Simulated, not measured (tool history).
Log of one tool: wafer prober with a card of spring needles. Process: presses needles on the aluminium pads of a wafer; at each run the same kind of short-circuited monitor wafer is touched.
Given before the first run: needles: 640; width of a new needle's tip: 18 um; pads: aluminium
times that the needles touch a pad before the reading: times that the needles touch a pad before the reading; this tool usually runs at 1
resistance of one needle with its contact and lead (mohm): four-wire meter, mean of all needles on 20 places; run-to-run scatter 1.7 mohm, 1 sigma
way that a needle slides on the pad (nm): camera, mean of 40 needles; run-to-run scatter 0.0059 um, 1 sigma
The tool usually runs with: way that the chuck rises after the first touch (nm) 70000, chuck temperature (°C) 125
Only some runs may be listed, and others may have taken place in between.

run,hour,way that the chuck rises after the first touch (nm),chuck temperature (°C),times that the needles touch a pad before the reading,resistance of one needle with its contact and lead (mohm),way that a needle slides on the pad (nm)
1,0,70000,125,1,229,8513
# hour 2.8: tips cleaned on abrasive film
# hour 13.6: tips cleaned on abrasive film
# hour 26.8: tips cleaned on abrasive film
# hour 40.4: tips cleaned on abrasive film
# hour 40.7: height of the first contact set anew
2,50.5,70000,125,1,237,8547
# hour 53.3: tips cleaned on abrasive film
# hour 64.1: tips cleaned on abrasive film
# hour 77.5: tips cleaned on abrasive film
# hour 90.7: tips cleaned on abrasive film
3,97.6,70000,35,1,221,8516
# hour 103.1: tips cleaned on abrasive film
# hour 116.6: tips cleaned on abrasive film
# hour 130: tips cleaned on abrasive film
4,138.7,70000,35,1,223,8497
# hour 141.5: tips cleaned on abrasive film
# hour 144.5: height of the first contact set anew
# hour 154.7: tips cleaned on abrasive film
# hour 168: tips cleaned on abrasive film
# hour 180.9: tips cleaned on abrasive film
5,190.6,88000,125,1,211,10718
# hour 193.3: tips cleaned on abrasive film
# hour 206.8: tips cleaned on abrasive film
# hour 219.3: tips cleaned on abrasive film
6,219.3,88000,125,1,175,10710
# hour 232.2: tips cleaned on abrasive film
# hour 245.8: tips cleaned on abrasive film
# hour 248: height of the first contact set anew
7,248,67000,125,1,202,8165
# hour 258.7: tips cleaned on abrasive film
# hour 272.2: tips cleaned on abrasive film
# hour 285.7: tips cleaned on abrasive film
8,289.9,67000,125,1,220,8152
# hour 298.1: tips cleaned on abrasive film
# hour 311.5: tips cleaned on abrasive film
# hour 324.4: tips cleaned on abrasive film
9,324.4,60000,125,1,188,7283
# hour 337.9: tips cleaned on abrasive film
# hour 351.4: tips cleaned on abrasive film
# hour 351.7: height of the first contact set anew
# hour 365.3: tips cleaned on abrasive film
10,372.4,60000,125,1,254,7317
# hour 377.6: tips cleaned on abrasive film
# hour 391.1: tips cleaned on abrasive film
# hour 404: tips cleaned on abrasive film
11,407.8,60000,125,1,229,7287
# hour 415.9: tips cleaned on abrasive film
# hour 426.8: tips cleaned on abrasive film
# hour 440.3: tips cleaned on abrasive film
12,446.6,60000,125,1,250,7265
# hour 452.1: tips cleaned on abrasive film
# hour 455.1: height of the first contact set anew
# hour 463.2: tips cleaned on abrasive film
# hour 474.1: tips cleaned on abrasive film
13,476.6,60000,125,1,225,7299
# hour 487.1: tips cleaned on abrasive film
# hour 500.4: tips cleaned on abrasive film
14,510.6,60000,121,1,269,7301
# hour 513.4: tips cleaned on abrasive film
# hour 526.6: tips cleaned on abrasive film
# hour 540.1: tips cleaned on abrasive film
15,543.9,55000,92,2,220,6672
# hour 552.1: tips cleaned on abrasive film
# hour 560.3: height of the first contact set anew
# hour 565.8: tips cleaned on abrasive film
16,574,73000,28,2,200,8894
# hour 576.8: tips cleaned on abrasive film
# hour 590.2: tips cleaned on abrasive film
# hour 603.7: tips cleaned on abrasive film
17,608.7,73000,28,2,187,8876
# hour 616.5: tips cleaned on abrasive film
# hour 630: tips cleaned on abrasive film
# hour 643.6: tips cleaned on abrasive film
# hour 656.9: tips cleaned on abrasive film
# hour 664.1: height of the first contact set anew
18,664.1,86000,56,1,203,10492
# hour 669.5: tips cleaned on abrasive film
# hour 682.9: tips cleaned on abrasive film
# hour 696.2: tips cleaned on abrasive film
# hour 707.2: tips cleaned on abrasive film
19,707.2,65000,29,1,173,7902
# hour 720.5: tips cleaned on abrasive film
# hour 731.3: tips cleaned on abrasive film
20,740.4,65000,77,3,202,7888

Forecast run 21:
# hour 743.2: tips cleaned on abrasive film
# hour 754: tips cleaned on abrasive film
# hour 767.2: tips cleaned on abrasive film
# hour 767.5: height of the first contact set anew
# hour 778.6: tips cleaned on abrasive film
21,778.6,65000,77,3,?,?

Run 21 produced resistance of one needle with its contact and lead (mohm) 174, way that a needle slides on the pad (nm) 7916.
With no hidden state in the tool, this same run would have given resistance of one needle with its contact and lead (mohm) 169, way that a needle slides on the pad (nm) 7924.
